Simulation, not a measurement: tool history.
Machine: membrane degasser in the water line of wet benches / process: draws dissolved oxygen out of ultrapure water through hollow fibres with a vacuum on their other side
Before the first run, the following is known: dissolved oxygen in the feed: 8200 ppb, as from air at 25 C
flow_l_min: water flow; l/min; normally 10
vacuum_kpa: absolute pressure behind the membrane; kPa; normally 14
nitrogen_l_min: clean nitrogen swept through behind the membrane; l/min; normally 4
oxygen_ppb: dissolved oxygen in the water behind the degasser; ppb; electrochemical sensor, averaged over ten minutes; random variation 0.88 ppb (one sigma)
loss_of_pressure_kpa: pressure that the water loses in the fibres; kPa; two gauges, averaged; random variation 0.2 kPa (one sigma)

Run 1, day 0: usual settings. Result: oxygen_ppb 88.6 ppb, loss_of_pressure_kpa 42.27 kPa.
Run 2, day 4.35: usual settings. Result: oxygen_ppb 90.1 ppb, loss_of_pressure_kpa 42.36 kPa.
Run 3, day 9.421: usual settings. Result: oxygen_ppb 91.3 ppb, loss_of_pressure_kpa 42.22 kPa.
Run 4, day 12.988: usual settings but nitrogen_l_min 3.52 l/min. Result: oxygen_ppb 98.2 ppb, loss_of_pressure_kpa 42.39 kPa.
Run 5, day 18.183: usual settings but nitrogen_l_min 3.52 l/min. Result: oxygen_ppb 98.9 ppb, loss_of_pressure_kpa 42.4 kPa.
Run 6, day 21.929: usual settings but nitrogen_l_min 3.52 l/min. Result: oxygen_ppb 99.6 ppb, loss_of_pressure_kpa 42.09 kPa.
Run 7, day 27.133: usual settings but nitrogen_l_min 3.52 l/min. Result: oxygen_ppb 98.7 ppb, loss_of_pressure_kpa 42.26 kPa.
Run 8, day 30.458: usual settings but nitrogen_l_min 3.52 l/min. Result: oxygen_ppb 100 ppb, loss_of_pressure_kpa 42.25 kPa.
Run 9, day 33.612: usual settings but nitrogen_l_min 3.52 l/min. Result: oxygen_ppb 98.4 ppb, loss_of_pressure_kpa 42.08 kPa.
Run 10, day 40.492: usual settings. Result: oxygen_ppb 89.8 ppb, loss_of_pressure_kpa 42.37 kPa.
At day 44.138: seals of the vacuum lines changed.
Run 11, day 46.658: usual settings but flow_l_min 16 l/min. Result: oxygen_ppb 252.5 ppb, loss_of_pressure_kpa 67.75 kPa.
Run 12, day 51.862: usual settings but flow_l_min 16 l/min. Result: oxygen_ppb 247.2 ppb, loss_of_pressure_kpa 68.44 kPa.
Run 13, day 58.092: usual settings but vacuum_kpa 10.2 kPa. Result: oxygen_ppb 61.1 ppb, loss_of_pressure_kpa 42.29 kPa.
Run 14, day 65.104: usual settings but vacuum_kpa 10.2 kPa. Result: oxygen_ppb 61.8 ppb, loss_of_pressure_kpa 42.17 kPa.
Run 15, day 70.162: usual settings but vacuum_kpa 10.2 kPa. Result: oxygen_ppb 61.5 ppb, loss_of_pressure_kpa 42.62 kPa.
Run 16, day 73.821: usual settings but vacuum_kpa 21.6 kPa. Result: oxygen_ppb 131.8 ppb, loss_of_pressure_kpa 42.73 kPa.
Run 17, day 78.567: usual settings but flow_l_min 9 l/min, vacuum_kpa 11.4 kPa, nitrogen_l_min 4.97 l/min. Result: oxygen_ppb 48.2 ppb, loss_of_pressure_kpa 38.49 kPa.
Run 18, day 85.162: usual settings but flow_l_min 9 l/min, vacuum_kpa 11.4 kPa, nitrogen_l_min 4.97 l/min. Result: oxygen_ppb 48.2 ppb, loss_of_pressure_kpa 37.88 kPa.

Run 19 has not been measured yet. What should we expect?
Run 19, day 89.408: usual settings but flow_l_min 9 l/min, vacuum_kpa 11.4 kPa, nitrogen_l_min 4.53 l/min. Result: oxygen_ppb ?, loss_of_pressure_kpa ?.

oxygen_ppb: 51.5 ppb
loss_of_pressure_kpa: 38.68 kPa
On a tool with no hidden condition, and with the same random variation, this run would have come out at oxygen_ppb 49.6 ppb, loss_of_pressure_kpa 38.07 kPa.
